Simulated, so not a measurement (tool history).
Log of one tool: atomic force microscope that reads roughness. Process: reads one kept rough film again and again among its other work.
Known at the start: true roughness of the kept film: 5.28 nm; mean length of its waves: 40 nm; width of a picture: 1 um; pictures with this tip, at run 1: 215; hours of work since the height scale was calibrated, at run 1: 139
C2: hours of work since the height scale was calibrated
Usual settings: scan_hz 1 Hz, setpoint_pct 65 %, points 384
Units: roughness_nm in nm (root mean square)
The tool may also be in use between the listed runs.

Run 1, hour 0: usual settings; pictures with this tip 215; C2 139. Result: roughness_nm 3.397 nm (root mean square).
Run 2, hour 18.1: usual settings; pictures with this tip 246; C2 152. Result: roughness_nm 3.296 nm (root mean square).
Run 3, hour 44.7: usual settings; pictures with this tip 292; C2 170. Result: roughness_nm 3.147 nm (root mean square).
Run 4, hour 70.3: usual settings but points 579; pictures with this tip 337; C2 187. Result: roughness_nm 3.009 nm (root mean square).
At hour 74.2: new tip fitted.
Run 5, hour 91.7: usual settings but setpoint_pct 79 %; pictures with this tip 30; C2 202. Result: roughness_nm 4.091 nm (root mean square).
Run 6, hour 105.8: usual settings but setpoint_pct 79 %; pictures with this tip 55; C2 211. Result: roughness_nm 3.981 nm (root mean square).
Run 7, hour 129: usual settings but points 831; pictures with this tip 95; C2 227. Result: roughness_nm 4.006 nm (root mean square).
Run 8, hour 153.9: usual settings but points 831; pictures with this tip 138; C2 244. Result: roughness_nm 3.766 nm (root mean square).
Run 9, hour 174.6: usual settings but points 831; pictures with this tip 174; C2 258. Result: roughness_nm 3.605 nm (root mean square).
Run 10, hour 199.7: usual settings but points 831; pictures with this tip 218; C2 275. Result: roughness_nm 3.44 nm (root mean square).
Run 11, hour 211.1: usual settings but points 456; pictures with this tip 238; C2 283. Result: roughness_nm 3.4 nm (root mean square).
Run 12, hour 227.8: usual settings but points 456; pictures with this tip 266; C2 295. Result: roughness_nm 3.268 nm (root mean square).
Run 13, hour 249.9: usual settings but points 456; pictures with this tip 305; C2 310. Result: roughness_nm 3.169 nm (root mean square).
At hour 271.2: new tip fitted.
Run 14, hour 274.8: usual settings but setpoint_pct 57 %, points 341; pictures with this tip 6; C2 326. Result: roughness_nm 4.519 nm (root mean square).
Run 15, hour 293.5: usual settings but scan_hz 0.68 Hz, setpoint_pct 75 %, points 341; pictures with this tip 39; C2 339. Result: roughness_nm 4.257 nm (root mean square).
Run 16, hour 316.3: usual settings but scan_hz 0.68 Hz, setpoint_pct 75 %, points 341; pictures with this tip 78; C2 355. Result: roughness_nm 4.037 nm (root mean square).
Run 17, hour 336.2: usual settings but scan_hz 0.68 Hz, setpoint_pct 75 %, points 341; pictures with this tip 113; C2 368. Result: roughness_nm 3.845 nm (root mean square).
Run 18, hour 347.7: usual settings but scan_hz 0.68 Hz, setpoint_pct 75 %, points 341; pictures with this tip 133; C2 376. Result: roughness_nm 3.764 nm (root mean square).
Run 19, hour 374.3: usual settings but scan_hz 0.79 Hz, setpoint_pct 74 %, points 317; pictures with this tip 179; C2 394. Result: roughness_nm 3.582 nm (root mean square).
Run 20, hour 387.3: usual settings but scan_hz 2.56 Hz, setpoint_pct 63 %, points 529; pictures with this tip 202; C2 403. Result: roughness_nm 3.409 nm (root mean square).
Run 21, hour 408.9: usual settings but scan_hz 2.56 Hz, setpoint_pct 63 %, points 529; pictures with this tip 239; C2 418. Result: roughness_nm 3.265 nm (root mean square).
Run 22, hour 435.9: usual settings but scan_hz 2.56 Hz, setpoint_pct 63 %, points 529; pictures with this tip 286; C2 436. Result: roughness_nm 3.112 nm (root mean square).
Run 23, hour 459.9: usual settings but scan_hz 2.56 Hz, setpoint_pct 60 %, points 290; pictures with this tip 328; C2 453. Result: roughness_nm 3.032 nm (root mean square).
At hour 467.8: new tip fitted.
Run 24, hour 472: usual settings but scan_hz 3.64 Hz, setpoint_pct 66 %, points 316; pictures with this tip 7; C2 461. Result: roughness_nm 3.971 nm (root mean square).

Some steps in roughness_nm between neighbouring runs. How much of each would the tool show without its hidden state too (settings, what came in, random variation), and how much is left for the hidden state, with any gauge scatter that isn't in both results?
The hidden state here: radius of the tip, nm; height scale over the true one, %; drift of the gauge itself on roughness_nm, %.
Run 4 -> 5: setpoint_pct 65 -> 79, points 579 -> 384, new tip fitted. roughness_nm +1.082 nm (root mean square): hidden state +1.263, all else -0.181.
Run 13 -> 14: setpoint_pct 65 -> 57, points 456 -> 341, new tip fitted. roughness_nm +1.35 nm (root mean square): hidden state +1.281, all else +0.069.
